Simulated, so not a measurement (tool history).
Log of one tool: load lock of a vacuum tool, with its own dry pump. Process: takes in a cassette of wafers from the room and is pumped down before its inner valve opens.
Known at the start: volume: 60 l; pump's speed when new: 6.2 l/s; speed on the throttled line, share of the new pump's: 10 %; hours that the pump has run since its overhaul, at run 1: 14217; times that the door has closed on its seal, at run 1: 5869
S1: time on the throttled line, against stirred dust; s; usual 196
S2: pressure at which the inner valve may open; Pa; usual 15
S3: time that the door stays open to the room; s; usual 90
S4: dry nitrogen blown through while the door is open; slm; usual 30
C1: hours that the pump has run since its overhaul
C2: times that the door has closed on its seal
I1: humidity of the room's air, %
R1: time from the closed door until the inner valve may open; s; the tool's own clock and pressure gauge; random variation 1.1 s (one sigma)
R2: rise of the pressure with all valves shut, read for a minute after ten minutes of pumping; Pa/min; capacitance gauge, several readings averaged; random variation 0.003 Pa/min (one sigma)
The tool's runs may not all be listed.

run 1 hour=0 | S1=196 S2=15 S3=90 S4=30 | C1=14217 C2=5869 | I1=49.1 | R1=262.8 R2=0.021
run 2 hour=122.1 | S1=196 S2=15 S3=90 S4=30 | C1=14339 C2=6067 | I1=45.2 | R1=259.8 R2=0.02
run 3 hour=199.8 | S1=212 S2=15 S3=90 S4=30 | C1=14417 C2=6193 | I1=42.5 | R1=275.5 R2=0.026
run 4 hour=297.2 | S1=212 S2=15 S3=90 S4=30 | C1=14515 C2=6351 | I1=42.4 | R1=275.7 R2=0.016
run 5 hour=356.4 | S1=196 S2=15 S3=90 S4=30 | C1=14574 C2=6447 | I1=44.8 | R1=261.7 R2=0.024
run 6 hour=419.8 | S1=196 S2=15 S3=90 S4=30 | C1=14637 C2=6549 | I1=44.1 | R1=261.1 R2=0.02
run 7 hour=486.8 | S1=196 S2=15 S3=90 S4=30 | C1=14704 C2=6658 | I1=44.9 | R1=260.2 R2=0.017
run 8 hour=547.8 | S1=196 S2=15 S3=90 S4=30 | C1=14765 C2=6757 | I1=45.9 | R1=259.8 R2=0.025
run 9 hour=621.6 | S1=196 S2=15 S3=90 S4=30 | C1=14839 C2=6877 | I1=46.4 | R1=261.1 R2=0.028
run 10 hour=727.7 | S1=111 S2=15 S3=90 S4=30 | C1=14945 C2=7048 | I1=46 | R1=185.2 R2=0.021
run 11 hour=783.7 | S1=111 S2=15 S3=90 S4=30 | C1=15001 C2=7139 | I1=43.9 | R1=186.9 R2=0.016
run 12 hour=844.7 | S1=111 S2=15 S3=90 S4=30 | C1=15062 C2=7238 | I1=41.5 | R1=185.9 R2=0.016
run 13 hour=896.9 | S1=196 S2=15 S3=90 S4=30 | C1=15114 C2=7323 | I1=45.7 | R1=259.9 R2=0.019
run 14 hour=984.2 | S1=196 S2=15 S3=90 S4=30 | C1=15202 C2=7464 | I1=44.7 | R1=260.2 R2=0.02
run 15 hour=1074.4 | S1=196 S2=15 S3=90 S4=30 | C1=15292 C2=7610 | I1=46.4 | R1=262.5 R2=0.021
run 16 hour=1143.6 | S1=239 S2=15 S3=90 S4=30 | C1=15361 C2=7722 | I1=45.1 | R1=298.3 R2=0.017
run 17 hour=1217.8 | S1=239 S2=15 S3=90 S4=30 | C1=15435 C2=7843 | I1=41.2 | R1=297.3 R2=0.021
run 18 hour=1342.9 | S1=239 S2=15 S3=90 S4=30 | C1=15560 C2=8045 | I1=45.8 | R1=301.3 R2=0.023
run 19 hour=1432.8 | S1=205 S2=14 S3=86 S4=32 | C1=15650 C2=8191 | I1=43.9 | R1=269.9 R2=0.023
run 20 hour=1513.2 | S1=143 S2=30 S3=31 S4=28 | C1=15731 C2=8321 | I1=44.4 | R1=209.2 R2=0.016
run 21 hour=1637.1 | S1=196 S2=15 S3=101 S4=30 | C1=15854 C2=8522 | I1=46.1 | R1=262.7 R2=0.022
run 22 hour=1723.9 | S1=196 S2=28 S3=71 S4=41 | C1=15941 C2=8663 | I1=41.8 | R1=255.8 R2=0.017
run 23 hour=1836.3 | S1=196 S2=28 S3=71 S4=41 | C1=16054 C2=8845 | I1=44.8 | R1=255 R2=0.014
run 24 hour=1929.2 | S1=109 S2=25 S3=177 S4=4 | C1=16147 C2=8995 | I1=42.5 | R1=176.8 R2=0.09
run 25 hour=2024.2 | S1=109 S2=25 S3=177 S4=4 | C1=16242 C2=9149 | I1=45.7 | R1=178.4 R2=0.092
run 26 hour=2087.3 | S1=109 S2=25 S3=177 S4=4 | C1=16305 C2=9251 | I1=43.7 | R1=178 R2=0.088
run 27 hour=2159.4 | S1=109 S2=25 S3=177 S4=4 | C1=16377 C2=9368 | I1=43.8 | R1=177.4 R2=0.093
run 28 hour=2241.1 | S1=207 S2=25 S3=186 S4=5 | C1=16458 C2=9501 | I1=46.7 | R1=266.3 R2=0.096
run 29 hour=2312.6 | S1=207 S2=25 S3=186 S4=5 | C1=16530 C2=9617 | I1=44.3 | R1=263.9 R2=0.09
run 30 hour=2397.5 | S1=168 S2=15 S3=90 S4=43 | C1=16615 C2=9754 | I1=45.8 | R1=236.9 R2=0.016
run 31 hour=2493.6 | S1=196 S2=15 S3=41 S4=5 | C1=16711 C2=9910 | I1=46.2 | R1=261.7 R2=0.032
run 32 hour=2621.1 | S1=196 S2=16 S3=31 S4=29 | C1=16838 C2=10116 | I1=45.4 | R1=259.6 R2=0.015
run 33 hour=2678.8 | S1=196 S2=16 S3=31 S4=29 | C1=16896 C2=10210 | I1=46.2 | R1=259.9 R2=0.012
run 34 hour=2755 | S1=357 S2=16 S3=232 S4=9 | C1=16972 C2=10333 | I1=47.2 | R1=405.3 R2=0.088
run 35 hour=2869.1 | S1=120 S2=17 S3=28 S4=14 | C1=17086 C2=10518 | I1=46.4 | R1=192.2 R2=0.017
run 36 hour=2925.1 | S1=285 S2=12 S3=81 S4=18 | C1=17142 C2=10609 | I1=43.4 | R1=346.8 R2=0.031

Forecast each of these 3 alternatives for the next run:
run A hour=2991.3 | S1=285 S2=12 S3=81 S4=37 | C1=17209 C2=10716 | I1=49.5 | R1=? R2=?
run B hour=2991.3 | S1=292 S2=12 S3=167 S4=12 | C1=17209 C2=10716 | I1=45.2 | R1=? R2=?
run C hour=2991.3 | S1=189 S2=22 S3=143 S4=18 | C1=17209 C2=10716 | I1=42.9 | R1=? R2=?

run=A R1=343.4 R2=0.018
run=B R1=348.6 R2=0.055
run=C R1=250.5 R2=0.037
Without the tool's hidden state the same runs would have given:
run=A R1=343.3 R2=0.018
run=B R1=348.6 R2=0.055
run=C R1=250.5 R2=0.037
